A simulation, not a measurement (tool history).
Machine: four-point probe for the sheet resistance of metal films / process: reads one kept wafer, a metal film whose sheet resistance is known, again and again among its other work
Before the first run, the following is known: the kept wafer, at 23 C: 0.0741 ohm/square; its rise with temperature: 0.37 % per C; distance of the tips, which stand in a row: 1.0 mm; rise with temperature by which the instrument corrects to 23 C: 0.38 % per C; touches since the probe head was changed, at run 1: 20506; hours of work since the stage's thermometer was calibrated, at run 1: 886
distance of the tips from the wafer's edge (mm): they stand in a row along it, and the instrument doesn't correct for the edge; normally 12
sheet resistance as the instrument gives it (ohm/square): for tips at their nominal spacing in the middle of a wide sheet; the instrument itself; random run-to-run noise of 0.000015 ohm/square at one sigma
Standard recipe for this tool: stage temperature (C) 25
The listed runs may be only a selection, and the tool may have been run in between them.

run     day  stage temperature (C)  distance of the tips from the wafer's edge (mm)  touches since the probe head was changed  hours of work since the stage's thermometer was calibrated  sheet resistance as the instrument gives it (ohm/square)
  1       0                     25                                               12                                     20506                                                         886                                                  0.074476
  2   2.946                     25                                               12                                     25036                                                         938                                                  0.074514
  3   6.304                     25                                               12                                     30194                                                         998                                                  0.074606
  4   8.529                     25                                               12                                     33613                                                        1037                                                  0.074593
  5  10.867                     25                                                3                                     37207                                                        1079                                                  0.078545
  6  15.288                     25                                                3                                     44005                                                        1157                                                  0.078578
  7  18.354                     25                                                3                                     48716                                                        1212                                                  0.078602
  8  20.875                     25                                               12                                     52589                                                        1256                                                  0.074718
  9  22.817                     25                                               35                                     55572                                                        1291                                                  0.074487
 10    26.4                     25                                               12                                     61080                                                        1354                                                  0.074801
     26.688  -- stage's thermometer calibrated
 11  28.833                     25                                               54                                     64788                                                          38                                                  0.074534
 12  31.875                     25                                               12                                     69463                                                          92                                                  0.074836
 13  34.688                     25                                               12                                     73786                                                         142                                                  0.074869
      36.65  -- stage's thermometer calibrated, once more
 14   36.65                     25                                               22                                     76768                                                           0                                                  0.074781
 15  39.658                     25                                               22                                     81396                                                          53                                                  0.074838
 16  43.667                     25                                               22                                     87556                                                         125                                                  0.074846
     43.912  -- new probe head fitted
 17  45.675                     27                                               18                                      2708                                                         160                                                  0.073697
 18  49.625                     19                                                4                                      8782                                                         230                                                  0.076071
 19   51.65                     23                                               14                                     11892                                                         266                                                  0.073847
 20  56.062                     31                                               65                                     18678                                                         344                                                  0.073674
 21  59.642                     22                                               11                                     24178                                                         408                                                  0.074103
 22  63.121                     22                                               11                                     29523                                                         469                                                  0.074145
 23  67.192                     26                                                6                                     35781                                                         542                                                  0.074906
 24   69.75                     26                                                6                                     39710                                                         587                                                  0.074936
 25  73.425                     27                                                9                                     45357                                                         652                                                  0.074378
 26  76.867                     31                                               62                                     50647                                                         713                                                   0.07391
 27  81.592                     31                                               62                                     57911                                                         797                                                  0.073953
 28  83.946                     23                                               25                                     61532                                                         839                                                  0.074061
 29  87.721                     34                                               12                                     67330                                                         906                                                  0.074243
 30   91.75                     34                                               12                                     73523                                                         978                                                  0.074321
 31  94.125                     22                                               29                                     77171                                                        1020                                                  0.074192
 32  98.371                     23                                                5                                     83699                                                        1095                                                  0.075737

How would selected steps in sheet resistance as the instrument gives it (ohm/square) from run to run divide? Give the signed amount a tool lacking its hidden state would still show from settings, what came in and random variation, and the signed amount left for the hidden state, including any gauge scatter that is not in both of the compared results.
Hidden state at play: inner tips' distance over the nominal, %; tips' flats over new ones', %; wafer's true temperature over the reading, C; drift of the gauge itself on sheet_ohm, %.
Run 4 -> 5: distance of the tips from the wafer's edge (mm) 12 -> 3. sheet resistance as the instrument gives it (ohm/square) +0.003952: hidden state +0.000039, all else +0.003913.
Run 7 -> 8: distance of the tips from the wafer's edge (mm) 3 -> 12. sheet resistance as the instrument gives it (ohm/square) -0.003884: hidden state +0.000011, all else -0.003895.
Run 13 -> 14: distance of the tips from the wafer's edge (mm) 12 -> 22, stage's thermometer calibrated, once more. sheet resistance as the instrument gives it (ohm/square) -0.000088: hidden state +0.000098, all else -0.000186.
Run 16 -> 17: stage temperature (C) 25 -> 27, distance of the tips from the wafer's edge (mm) 22 -> 18, new probe head fitted. sheet resistance as the instrument gives it (ohm/square) -0.001149: hidden state -0.001197, all else +0.000048.
Run 17 -> 18: stage temperature (C) 27 -> 19, distance of the tips from the wafer's edge (mm) 18 -> 4. sheet resistance as the instrument gives it (ohm/square) +0.002374: hidden state +0.000033, all else +0.002341.
Run 19 -> 20: stage temperature (C) 23 -> 31, distance of the tips from the wafer's edge (mm) 14 -> 65. sheet resistance as the instrument gives it (ohm/square) -0.000173: hidden state +0.000054, all else -0.000227.

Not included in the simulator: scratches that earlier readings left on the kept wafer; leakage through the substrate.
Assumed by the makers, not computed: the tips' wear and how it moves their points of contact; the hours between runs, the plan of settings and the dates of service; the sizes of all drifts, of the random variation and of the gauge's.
